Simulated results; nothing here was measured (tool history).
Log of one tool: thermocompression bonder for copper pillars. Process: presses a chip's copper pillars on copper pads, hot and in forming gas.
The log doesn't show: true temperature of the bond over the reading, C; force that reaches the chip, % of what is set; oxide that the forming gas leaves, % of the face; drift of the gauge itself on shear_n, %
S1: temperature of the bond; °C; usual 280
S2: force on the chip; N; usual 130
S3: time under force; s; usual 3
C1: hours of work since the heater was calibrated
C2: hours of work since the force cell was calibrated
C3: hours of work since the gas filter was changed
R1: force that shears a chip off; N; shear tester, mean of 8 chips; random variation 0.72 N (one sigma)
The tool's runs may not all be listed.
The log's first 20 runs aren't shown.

run 21 hour=434.9 | S1=268 S2=124 S3=4 | C1=686 C2=900 C3=29 | R1=39.6
run 22 hour=464.6 | S1=268 S2=124 S3=4 | C1=707 C2=921 C3=50 | R1=38.5
run 23 hour=483.3 | S1=268 S2=191 S3=4 | C1=721 C2=935 C3=63 | R1=48.4
run 24 hour=506.3 | S1=280 S2=137 S3=2 | C1=737 C2=951 C3=80 | R1=37.8
run 25 hour=526.6 | S1=280 S2=137 S3=2 | C1=751 C2=966 C3=94 | R1=36.6
run 26 hour=540.7 | S1=280 S2=132 S3=2 | C1=762 C2=976 C3=104 | R1=36.7
run 27 hour=562.5 | S1=259 S2=162 S3=2 | C1=777 C2=991 C3=120 | R1=26.5
run 28 hour=575.0 | S1=257 S2=158 S3=6 | C1=786 C2=1000 C3=129 | R1=39.8
run 29 hour=601.2 | S1=257 S2=158 S3=6 | C1=805 C2=1019 C3=147 | R1=39.0
run 30 hour=613.3 | S1=257 S2=158 S3=6 | C1=813 C2=1027 C3=156 | R1=39.9
-- hour=618.5 forming gas filter changed
run 31 hour=641.5 | S1=280 S2=107 S3=6 | C1=833 C2=1047 C3=16 | R1=49.2
run 32 hour=667.3 | S1=280 S2=130 S3=4 | C1=851 C2=1065 C3=35 | R1=45.5
run 33 hour=694.1 | S1=289 S2=84 S3=7 | C1=870 C2=1084 C3=54 | R1=47.8
run 34 hour=707.6 | S1=280 S2=130 S3=6 | C1=880 C2=1094 C3=63 | R1=51.6
run 35 hour=727.9 | S1=279 S2=82 S3=6 | C1=895 C2=1109 C3=78 | R1=39.3
run 36 hour=745.9 | S1=275 S2=123 S3=3 | C1=907 C2=1121 C3=91 | R1=35.9

Run 37 comes next. What will it give?
run 37 hour=767.6 | S1=258 S2=84 S3=2 | C1=923 C2=1137 C3=106 | R1=?

Run 37 gave R1 16.6 N.
Without the tool's hidden state the same run would have given R1 24.0 N.
